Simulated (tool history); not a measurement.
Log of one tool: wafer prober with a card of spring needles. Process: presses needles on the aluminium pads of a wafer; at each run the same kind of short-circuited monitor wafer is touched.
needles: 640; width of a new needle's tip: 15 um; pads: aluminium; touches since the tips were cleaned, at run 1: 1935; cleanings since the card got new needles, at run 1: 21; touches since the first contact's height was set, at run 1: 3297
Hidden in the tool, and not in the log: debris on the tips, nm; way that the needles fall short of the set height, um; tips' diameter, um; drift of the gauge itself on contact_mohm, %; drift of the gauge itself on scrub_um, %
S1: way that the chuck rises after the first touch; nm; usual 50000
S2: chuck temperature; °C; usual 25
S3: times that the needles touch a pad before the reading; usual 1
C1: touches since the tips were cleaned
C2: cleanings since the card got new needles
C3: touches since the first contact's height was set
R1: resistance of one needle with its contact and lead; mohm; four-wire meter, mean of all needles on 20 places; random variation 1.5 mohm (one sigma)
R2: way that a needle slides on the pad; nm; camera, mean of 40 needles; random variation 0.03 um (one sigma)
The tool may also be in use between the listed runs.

{"run": 1, "hour": 0.0, "S1": 50000, "S2": 25, "S3": 1, "C1": 1935, "C2": 21, "C3": 3297, "R1": 148, "R2": 8910}
{"run": 2, "hour": 5.1, "S1": 50000, "S2": 25, "S3": 1, "C1": 4449, "C2": 21, "C3": 5811, "R1": 150, "R2": 8840}
{"hour": 7.4, "done": "tips cleaned on abrasive film"}
{"run": 3, "hour": 14.6, "S1": 50000, "S2": 25, "S3": 1, "C1": 3538, "C2": 22, "C3": 10416, "R1": 149, "R2": 8870}
{"hour": 19.0, "done": "tips cleaned on abrasive film"}
{"run": 4, "hour": 24.5, "S1": 50000, "S2": 25, "S3": 1, "C1": 2694, "C2": 23, "C3": 15255, "R1": 147, "R2": 8880}
{"run": 5, "hour": 29.0, "S1": 50000, "S2": 25, "S3": 1, "C1": 4918, "C2": 23, "C3": 17479, "R1": 146, "R2": 8890}
{"hour": 30.4, "done": "tips cleaned on abrasive film"}
{"run": 6, "hour": 36.7, "S1": 50000, "S2": 25, "S3": 1, "C1": 3124, "C2": 24, "C3": 21234, "R1": 149, "R2": 8800}
{"run": 7, "hour": 41.4, "S1": 50000, "S2": 25, "S3": 1, "C1": 5420, "C2": 24, "C3": 23530, "R1": 149, "R2": 8820}
{"hour": 42.0, "done": "tips cleaned on abrasive film"}
{"run": 8, "hour": 48.6, "S1": 50000, "S2": 25, "S3": 1, "C1": 3239, "C2": 25, "C3": 27029, "R1": 148, "R2": 8760}
{"hour": 53.3, "done": "tips cleaned on abrasive film"}
{"run": 9, "hour": 56.6, "S1": 50000, "S2": 47, "S3": 1, "C1": 1663, "C2": 26, "C3": 30939, "R1": 150, "R2": 8820}
{"hour": 64.4, "done": "tips cleaned on abrasive film"}
{"run": 10, "hour": 66.6, "S1": 50000, "S2": 25, "S3": 2, "C1": 1040, "C2": 27, "C3": 35776, "R1": 148, "R2": 8820}
{"run": 11, "hour": 75.5, "S1": 50000, "S2": 25, "S3": 2, "C1": 5439, "C2": 27, "C3": 40175, "R1": 149, "R2": 8800}
{"hour": 76.3, "done": "tips cleaned on abrasive film"}
{"run": 12, "hour": 82.9, "S1": 50000, "S2": 25, "S3": 2, "C1": 3261, "C2": 28, "C3": 43793, "R1": 148, "R2": 8760}
{"run": 13, "hour": 87.2, "S1": 50000, "S2": 25, "S3": 2, "C1": 5357, "C2": 28, "C3": 45889, "R1": 147, "R2": 8800}
{"hour": 88.0, "done": "tips cleaned on abrasive film"}
{"run": 14, "hour": 97.4, "S1": 50000, "S2": 25, "S3": 2, "C1": 4656, "C2": 29, "C3": 50870, "R1": 149, "R2": 8790}
{"hour": 99.8, "done": "tips cleaned on abrasive film"}
{"run": 15, "hour": 104.1, "S1": 50000, "S2": 25, "S3": 2, "C1": 2135, "C2": 30, "C3": 54137, "R1": 147, "R2": 8780}
{"hour": 111.5, "done": "tips cleaned on abrasive film"}
{"run": 16, "hour": 111.5, "S1": 50000, "S2": 25, "S3": 2, "C1": 0, "C2": 31, "C3": 57690, "R1": 148, "R2": 8800}
{"run": 17, "hour": 121.6, "S1": 50000, "S2": 25, "S3": 1, "C1": 5001, "C2": 31, "C3": 62691, "R1": 144, "R2": 8780}
{"hour": 123.1, "done": "tips cleaned on abrasive film"}
{"run": 18, "hour": 130.2, "S1": 50000, "S2": 64, "S3": 2, "C1": 3476, "C2": 32, "C3": 66854, "R1": 153, "R2": 8720}
{"hour": 134.1, "done": "height of the first contact set anew"}
{"hour": 134.8, "done": "tips cleaned on abrasive film"}
{"run": 19, "hour": 138.7, "S1": 44000, "S2": 78, "S3": 1, "C1": 1890, "C2": 33, "C3": 2202, "R1": 160, "R2": 7690}
{"hour": 146.1, "done": "tips cleaned on abrasive film"}
{"run": 20, "hour": 146.1, "S1": 44000, "S2": 42, "S3": 1, "C1": 0, "C2": 34, "C3": 5796, "R1": 150, "R2": 7670}
{"run": 21, "hour": 156.0, "S1": 46000, "S2": 42, "S3": 3, "C1": 4875, "C2": 34, "C3": 10671, "R1": 153, "R2": 8050}
{"hour": 157.5, "done": "tips cleaned on abrasive film"}
{"run": 22, "hour": 163.5, "S1": 46000, "S2": 42, "S3": 3, "C1": 2943, "C2": 35, "C3": 14311, "R1": 151, "R2": 8080}
{"run": 23, "hour": 168.4, "S1": 50000, "S2": 25, "S3": 3, "C1": 5369, "C2": 35, "C3": 16737, "R1": 147, "R2": 8720}
{"hour": 169.2, "done": "tips cleaned on abrasive film"}
{"run": 24, "hour": 175.4, "S1": 55000, "S2": 111, "S3": 3, "C1": 3050, "C2": 36, "C3": 20121, "R1": 160, "R2": 9560}
{"hour": 180.6, "done": "tips cleaned on abrasive film"}
{"run": 25, "hour": 181.9, "S1": 36000, "S2": 25, "S3": 1, "C1": 661, "C2": 37, "C3": 23286, "R1": 155, "R2": 6270}
{"run": 26, "hour": 190.6, "S1": 50000, "S2": 52, "S3": 2, "C1": 4937, "C2": 37, "C3": 27562, "R1": 150, "R2": 8750}
{"hour": 192.2, "done": "tips cleaned on abrasive film"}
{"run": 27, "hour": 200.3, "S1": 50000, "S2": 52, "S3": 2, "C1": 3990, "C2": 38, "C3": 32324, "R1": 155, "R2": 8700}
{"hour": 203.9, "done": "tips cleaned on abrasive film"}
{"run": 28, "hour": 209.8, "S1": 52000, "S2": 25, "S3": 1, "C1": 2916, "C2": 39, "C3": 36926, "R1": 151, "R2": 9040}
{"hour": 215.4, "done": "tips cleaned on abrasive film"}
{"run": 29, "hour": 216.3, "S1": 52000, "S2": 47, "S3": 3, "C1": 451, "C2": 40, "C3": 40080, "R1": 150, "R2": 9030}
{"run": 30, "hour": 222.6, "S1": 38000, "S2": 26, "S3": 2, "C1": 3573, "C2": 40, "C3": 43202, "R1": 151, "R2": 6560}
{"hour": 226.7, "done": "tips cleaned on abrasive film"}
{"run": 31, "hour": 229.1, "S1": 38000, "S2": 26, "S3": 2, "C1": 1179, "C2": 41, "C3": 46344, "R1": 154, "R2": 6620}
{"run": 32, "hour": 237.8, "S1": 38000, "S2": 26, "S3": 2, "C1": 5433, "C2": 41, "C3": 50598, "R1": 152, "R2": 6600}
{"hour": 238.6, "done": "tips cleaned on abrasive film"}
{"run": 33, "hour": 245.2, "S1": 46000, "S2": 26, "S3": 1, "C1": 3224, "C2": 42, "C3": 54201, "R1": 151, "R2": 8000}

The same runs without the tool's hidden state, with the same run-to-run variation:
run=1 R2=8910
run=2 R2=8840
run=3 R2=8880
run=4 R2=8900
run=5 R2=8910
run=6 R2=8830
run=7 R2=8860
run=8 R2=8810
run=9 R2=8870
run=10 R2=8880
run=11 R2=8870
run=12 R2=8840
run=13 R2=8880
run=14 R2=8880
run=15 R2=8880
run=16 R2=8900
run=17 R2=8890
run=18 R2=8840
run=19 R2=7800
run=20 R2=7780
run=21 R2=8180
run=22 R2=8210
run=23 R2=8870
run=24 R2=9730
run=25 R2=6390
run=26 R2=8920
run=27 R2=8880
run=28 R2=9240
run=29 R2=9240
run=30 R2=6710
run=31 R2=6780
run=32 R2=6770
run=33 R2=8200
R1: within 1 mohm of the measured result in every run.
